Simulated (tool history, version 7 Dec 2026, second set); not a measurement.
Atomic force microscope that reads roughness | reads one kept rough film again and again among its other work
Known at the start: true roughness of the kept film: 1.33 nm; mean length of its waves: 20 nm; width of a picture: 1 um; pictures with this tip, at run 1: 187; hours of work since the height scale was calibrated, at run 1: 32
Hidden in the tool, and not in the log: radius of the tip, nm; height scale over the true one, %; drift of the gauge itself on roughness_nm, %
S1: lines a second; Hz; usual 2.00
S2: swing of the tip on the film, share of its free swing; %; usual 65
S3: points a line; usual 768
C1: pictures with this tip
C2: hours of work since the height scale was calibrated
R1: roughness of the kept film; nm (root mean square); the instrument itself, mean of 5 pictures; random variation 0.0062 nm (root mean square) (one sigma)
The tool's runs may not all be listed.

{"run": 1, "day": 0.0, "S1": 2.0, "S2": 65, "S3": 768, "C1": 187, "C2": 32, "R1": 1.024}
{"run": 2, "day": 0.488, "S1": 2.0, "S2": 65, "S3": 768, "C1": 211, "C2": 41, "R1": 1.004}
{"run": 3, "day": 0.908, "S1": 2.0, "S2": 65, "S3": 768, "C1": 232, "C2": 48, "R1": 0.977}
{"day": 1.333, "done": "new tip fitted"}
{"run": 4, "day": 1.608, "S1": 2.0, "S2": 65, "S3": 768, "C1": 13, "C2": 59, "R1": 1.18}
{"run": 5, "day": 2.088, "S1": 2.95, "S2": 65, "S3": 768, "C1": 37, "C2": 67, "R1": 1.138}
{"run": 6, "day": 2.688, "S1": 2.0, "S2": 65, "S3": 768, "C1": 66, "C2": 77, "R1": 1.122}
{"run": 7, "day": 3.367, "S1": 2.0, "S2": 65, "S3": 768, "C1": 99, "C2": 89, "R1": 1.098}
{"run": 8, "day": 3.9, "S1": 1.18, "S2": 65, "S3": 768, "C1": 126, "C2": 98, "R1": 1.095}
{"run": 9, "day": 4.392, "S1": 1.02, "S2": 65, "S3": 768, "C1": 150, "C2": 106, "R1": 1.086}
{"run": 10, "day": 5.029, "S1": 0.57, "S2": 71, "S3": 559, "C1": 181, "C2": 117, "R1": 1.044}
{"run": 11, "day": 5.65, "S1": 0.57, "S2": 71, "S3": 559, "C1": 211, "C2": 127, "R1": 1.024}
{"run": 12, "day": 6.046, "S1": 2.0, "S2": 65, "S3": 498, "C1": 231, "C2": 134, "R1": 0.984}
{"day": 6.5, "done": "new tip fitted"}
{"run": 13, "day": 6.554, "S1": 2.0, "S2": 65, "S3": 498, "C1": 3, "C2": 142, "R1": 1.175}
{"run": 14, "day": 7.029, "S1": 2.0, "S2": 65, "S3": 498, "C1": 26, "C2": 150, "R1": 1.145}
{"run": 15, "day": 7.438, "S1": 1.04, "S2": 75, "S3": 816, "C1": 46, "C2": 157, "R1": 1.136}
{"run": 16, "day": 7.925, "S1": 1.04, "S2": 75, "S3": 816, "C1": 70, "C2": 165, "R1": 1.121}
{"run": 17, "day": 8.408, "S1": 1.9, "S2": 72, "S3": 492, "C1": 93, "C2": 174, "R1": 1.075}
{"run": 18, "day": 8.867, "S1": 2.88, "S2": 65, "S3": 995, "C1": 116, "C2": 181, "R1": 1.064}

The same runs without the tool's hidden state, with the same run-to-run variation:
run=1 R1=1.205
run=2 R1=1.203
run=3 R1=1.192
run=4 R1=1.198
run=5 R1=1.180
run=6 R1=1.193
run=7 R1=1.201
run=8 R1=1.224
run=9 R1=1.235
run=10 R1=1.217
run=11 R1=1.220
run=12 R1=1.193
run=13 R1=1.190
run=14 R1=1.182
run=15 R1=1.192
run=16 R1=1.202
run=17 R1=1.174
run=18 R1=1.182

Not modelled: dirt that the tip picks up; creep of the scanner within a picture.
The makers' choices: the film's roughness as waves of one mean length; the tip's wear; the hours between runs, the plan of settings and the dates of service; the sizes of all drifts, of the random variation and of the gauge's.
